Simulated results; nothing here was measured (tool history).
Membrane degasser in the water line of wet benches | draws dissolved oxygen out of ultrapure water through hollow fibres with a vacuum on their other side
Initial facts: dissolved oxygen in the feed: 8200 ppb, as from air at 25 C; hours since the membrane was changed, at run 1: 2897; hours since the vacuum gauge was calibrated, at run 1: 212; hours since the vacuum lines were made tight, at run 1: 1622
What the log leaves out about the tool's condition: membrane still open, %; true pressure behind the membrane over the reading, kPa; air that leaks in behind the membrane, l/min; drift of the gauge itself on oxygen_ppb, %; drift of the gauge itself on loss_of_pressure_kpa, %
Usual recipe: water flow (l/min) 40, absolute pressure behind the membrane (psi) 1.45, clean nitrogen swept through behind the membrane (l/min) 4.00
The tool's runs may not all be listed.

run,hour,water flow (l/min),absolute pressure behind the membrane (psi),clean nitrogen swept through behind the membrane (l/min),hours since the membrane was changed,hours since the vacuum gauge was calibrated,hours since the vacuum lines were made tight,dissolved oxygen in the water behind the degasser (ppb),pressure that the water loses in the fibres (psi)
1,0.0,40,1.45,4.00,2897,212,1622,206.4,4.311
2,42.5,40,1.45,4.00,2939,255,1664,207.1,4.342
3,121.5,40,0.93,4.00,3018,334,1743,124.3,4.335
4,194.0,40,0.93,4.00,3091,406,1816,127.4,4.387
5,244.1,49,1.45,4.00,3141,456,1866,267.0,5.382
6,293.8,29,1.45,4.00,3190,506,1916,139.2,3.152
7,371.7,29,1.45,4.00,3268,584,1993,138.1,3.157
8,424.0,29,1.45,4.00,3321,636,2046,135.8,3.175
9,501.6,29,1.45,4.00,3398,714,2123,139.9,3.137
10,573.1,40,1.45,4.00,3470,785,2195,205.7,4.357
11,615.3,40,1.45,4.00,3512,828,2237,210.4,4.390
12,662.2,40,1.45,4.00,3559,874,2284,214.8,4.400
13,745.7,40,1.77,4.00,3642,958,2367,258.9,4.367
14,802.8,40,1.45,4.00,3699,1015,2424,209.7,4.408
15,850.9,40,1.45,4.00,3748,1063,2473,208.9,4.386
16,886.2,40,1.45,4.00,3783,1098,2508,210.8,4.357
17,931.1,31,1.45,4.00,3828,1143,2553,150.6,3.395
18,977.5,33,1.45,3.09,3874,1190,2599,198.4,3.582
19,1047.3,46,1.60,2.57,3944,1260,2669,376.0,5.069
20,1117.1,40,3.51,3.62,4014,1329,2739,567.2,4.369
21,1153.2,43,1.70,3.48,4050,1365,2775,296.2,4.764
22,1235.4,43,1.70,3.48,4132,1448,2857,303.3,4.693
23,1287.4,45,2.06,7.27,4184,1500,2909,231.1,4.963
24,1368.0,45,2.06,4.15,4265,1580,2990,337.7,4.995
25,1436.5,45,2.06,7.74,4333,1649,3058,220.5,4.918
26,1485.8,45,2.06,7.74,4382,1698,3108,223.6,4.923
27,1565.4,45,2.06,7.74,4462,1778,3187,223.7,4.956
28,1649.7,34,1.45,5.11,4546,1862,3271,142.7,3.746
29,1722.9,44,1.45,4.10,4620,1935,3345,236.4,4.859
30,1759.6,44,1.45,4.10,4656,1972,3381,236.3,4.824
31,1794.4,33,2.09,11.03,4691,2007,3416,114.5,3.664

Pick out some run-to-run changes in dissolved oxygen in the water behind the degasser (ppb). Of each, how much would a tool without hidden state show as well, from the settings, what came in and chance, and how much is left for the hidden state and any gauge scatter not in both results compared?
Run 5 -> 6: water flow (l/min) 49 -> 29. dissolved oxygen in the water behind the degasser (ppb) -127.8: hidden state -4.5, all else -123.3.
Run 18 -> 19: water flow (l/min) 33 -> 46, absolute pressure behind the membrane (psi) 1.45 -> 1.60, clean nitrogen swept through behind the membrane (l/min) 3.09 -> 2.57. dissolved oxygen in the water behind the degasser (ppb) +177.6: hidden state +4.5, all else +173.1.
Run 19 -> 20: water flow (l/min) 46 -> 40, absolute pressure behind the membrane (psi) 1.60 -> 3.51, clean nitrogen swept through behind the membrane (l/min) 2.57 -> 3.62. dissolved oxygen in the water behind the degasser (ppb) +191.2: hidden state -1.8, all else +193.0.
Run 20 -> 21: water flow (l/min) 40 -> 43, absolute pressure behind the membrane (psi) 3.51 -> 1.70, clean nitrogen swept through behind the membrane (l/min) 3.62 -> 3.48. dissolved oxygen in the water behind the degasser (ppb) -271.0: hidden state +0.5, all else -271.5.
Run 30 -> 31: water flow (l/min) 44 -> 33, absolute pressure behind the membrane (psi) 1.45 -> 2.09, clean nitrogen swept through behind the membrane (l/min) 4.10 -> 11.03. dissolved oxygen in the water behind the degasser (ppb) -121.8: hidden state -5.2, all else -116.6.
